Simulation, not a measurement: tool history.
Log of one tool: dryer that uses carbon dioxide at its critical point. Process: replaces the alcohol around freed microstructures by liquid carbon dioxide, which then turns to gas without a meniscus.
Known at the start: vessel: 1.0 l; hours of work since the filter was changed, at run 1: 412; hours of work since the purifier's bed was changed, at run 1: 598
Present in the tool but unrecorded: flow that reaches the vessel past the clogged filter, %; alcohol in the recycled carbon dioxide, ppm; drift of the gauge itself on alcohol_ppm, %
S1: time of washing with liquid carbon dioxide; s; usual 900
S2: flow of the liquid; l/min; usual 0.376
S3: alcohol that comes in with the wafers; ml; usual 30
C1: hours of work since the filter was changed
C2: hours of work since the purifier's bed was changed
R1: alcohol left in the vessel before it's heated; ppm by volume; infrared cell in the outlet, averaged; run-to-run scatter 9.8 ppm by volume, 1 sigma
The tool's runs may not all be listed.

Run 1, hour 0.0: usual settings; C1 412; C2 598. Result: R1 767 ppm by volume.
Run 2, hour 17.3: usual settings; C1 422; C2 607. Result: R1 766 ppm by volume.
Run 3, hour 40.4: usual settings; C1 435; C2 620. Result: R1 771 ppm by volume.
Run 4, hour 69.1: usual settings but S1 1380 s; C1 450; C2 636. Result: R1 135 ppm by volume.
Run 5, hour 88.2: usual settings but S1 1380 s; C1 461; C2 646. Result: R1 132 ppm by volume.
Run 6, hour 109.4: usual settings but S1 1380 s; C1 473; C2 658. Result: R1 147 ppm by volume.
Run 7, hour 122.3: usual settings but S3 69 ml; C1 480; C2 665. Result: R1 1817 ppm by volume.
Run 8, hour 140.8: usual settings but S1 780 s; C1 490; C2 675. Result: R1 1254 ppm by volume.
Run 9, hour 157.8: usual settings but S1 780 s; C1 499; C2 685. Result: R1 1306 ppm by volume.
Run 10, hour 170.5: usual settings; C1 506; C2 692. Result: R1 852 ppm by volume.
Run 11, hour 184.1: usual settings but S1 660 s, S3 114 ml; C1 514; C2 699. Result: R1 8023 ppm by volume.
Run 12, hour 213.3: usual settings but S1 1140 s, S2 0.303 l/min, S3 61 ml; C1 530; C2 715. Result: R1 1465 ppm by volume.
Run 13, hour 227.3: usual settings but S1 1380 s, S2 0.334 l/min; C1 538; C2 723. Result: R1 250 ppm by volume.
Run 14, hour 240.8: usual settings but S1 720 s; C1 545; C2 730. Result: R1 1710 ppm by volume.
Run 15, hour 256.8: usual settings but S1 720 s, S3 115 ml; C1 554; C2 739. Result: R1 6497 ppm by volume.
At hour 259.5: inlet filter changed.
Run 16, hour 273.5: usual settings but S1 720 s, S3 115 ml; C1 8; C2 748. Result: R1 4985 ppm by volume.
Run 17, hour 300.8: usual settings but S1 960 s, S2 0.354 l/min, S3 111 ml; C1 23; C2 763. Result: R1 2176 ppm by volume.
Run 18, hour 321.4: usual settings but S1 960 s, S2 0.354 l/min, S3 111 ml; C1 34; C2 774. Result: R1 2194 ppm by volume.
Run 19, hour 335.0: usual settings but S1 1320 s, S2 0.519 l/min, S3 64 ml; C1 42; C2 782. Result: R1 63 ppm by volume.
Run 20, hour 357.1: usual settings but S1 1320 s, S2 0.550 l/min, S3 41 ml; C1 54; C2 794. Result: R1 43 ppm by volume.

For each entry between runs, how does the tool's hidden state at the last listed run before it compare with that at the first listed run after it?
Run 15 -> run 16: inlet filter changed (hour 259.5)
  flow that reaches the vessel past the clogged filter, %: 90.6 -> 99.4; alcohol in the recycled carbon dioxide, ppm: 35.4 -> 35.7
  measured less the result without the state, R1: +1697 -> +131 ppm by volume
